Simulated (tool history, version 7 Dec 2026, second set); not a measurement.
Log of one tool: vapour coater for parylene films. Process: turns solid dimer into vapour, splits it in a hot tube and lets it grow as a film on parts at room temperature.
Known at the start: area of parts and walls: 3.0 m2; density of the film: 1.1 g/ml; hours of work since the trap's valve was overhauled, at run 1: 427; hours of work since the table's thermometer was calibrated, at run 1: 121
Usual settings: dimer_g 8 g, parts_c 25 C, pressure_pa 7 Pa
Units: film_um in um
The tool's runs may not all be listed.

| run | hour | dimer_g | parts_c | pressure_pa | hours of work since the trap's valve was overhauled | hours of work since the table's thermometer was calibrated | film_um |
|---|---|---|---|---|---|---|---|
| 1 | 0 | 8 | 25 | 7 | 427 | 121 | 1.36 |
| 2 | 26.3 | 8 | 25 | 7 | 442 | 136 | 1.359 |
| 3 | 41.2 | 7 | 25 | 7 | 450 | 144 | 1.196 |
| 4 | 54.9 | 8 | 21 | 7 | 458 | 152 | 1.588 |
| 5 | 69.5 | 8 | 21 | 7 | 466 | 160 | 1.594 |
| 6 | 93.6 | 8 | 25 | 7 | 480 | 174 | 1.36 |
| 7 | 112 | 8 | 25 | 7 | 490 | 184 | 1.362 |
| 8 | 130.9 | 8 | 25 | 7 | 501 | 195 | 1.349 |
| 9 | 142 | 8 | 25 | 7 | 507 | 201 | 1.352 |
| 10 | 154.2 | 6 | 25 | 7 | 514 | 208 | 1.008 |
| 11 | 172.6 | 6 | 25 | 7 | 525 | 218 | 1.026 |
| 12 | 186.3 | 6 | 26 | 7 | 532 | 226 | 0.97 |
| 13 | 211.4 | 9 | 25 | 7 | 547 | 240 | 1.518 |
| 14 | 222.7 | 9 | 25 | 7 | 553 | 247 | 1.525 |
| 15 | 248 | 9 | 25 | 7 | 567 | 261 | 1.516 |
| 16 | 264.6 | 9 | 25 | 7 | 577 | 270 | 1.531 |
| 17 | 279.4 | 8 | 25 | 7 | 585 | 279 | 1.34 |
| 18 | 291.2 | 8 | 25 | 7 | 592 | 285 | 1.351 |
| 19 | 309.9 | 8 | 25 | 7 | 602 | 296 | 1.344 |
| 20 | 333.4 | 7 | 28 | 10.95 | 616 | 309 | 0.944 |
| 21 | 358.9 | 7 | 28 | 10.95 | 630 | 324 | 0.953 |
| 22 | 375.7 | 7 | 28 | 10.95 | 639 | 333 | 0.944 |
| 23 | 389.1 | 7 | 28 | 10.95 | 647 | 341 | 0.951 |
|  | 395.2 | trap's valve overhauled |
| 24 | 419.4 | 5 | 28 | 6.15 | 14 | 356 | 0.755 |
| 25 | 432.7 | 4 | 18 | 7 | 21 | 363 | 0.856 |
|  | 451.7 | trap's valve overhauled, once more |
| 26 | 460.1 | 6 | 29 | 7 | 5 | 377 | 0.907 |
| 27 | 482.7 | 3 | 29 | 6.63 | 18 | 389 | 0.463 |
| 28 | 502.8 | 4 | 36 | 6.63 | 29 | 401 | 0.463 |
| 29 | 526.4 | 6 | 17 | 5.33 | 42 | 414 | 1.519 |
| 30 | 538.4 | 6 | 27 | 5.33 | 49 | 421 | 1.049 |
| 31 | 557.9 | 6 | 27 | 5.33 | 60 | 432 | 1.043 |
| 32 | 573.5 | 6 | 27 | 5.33 | 69 | 441 | 1.036 |
| 33 | 587.6 | 5 | 31 | 7.85 | 77 | 449 | 0.694 |
| 34 | 601.3 | 9 | 25 | 7 | 85 | 456 | 1.576 |
| 35 | 615.7 | 11 | 22 | 2.78 | 93 | 464 | 2.615 |
| 36 | 633.7 | 8 | 22 | 7 | 103 | 475 | 1.578 |

Forecast each of these 3 alternatives for the next run:
| A | 654.2 | 5 | 36 | 7.54 | 114 | 486 | ? |
| B | 654.2 | 8 | 22 | 4.2 | 114 | 486 | ? |
| C | 654.2 | 8 | 22 | 7 | 114 | 486 | ? |

| run | film_um |
|---|---|
| A | 0.565 |
| B | 1.747 |
| C | 1.585 |
Without the tool's hidden state the same runs would have given:
| run | film_um |
|---|---|
| A | 0.566 |
| B | 1.751 |
| C | 1.589 |
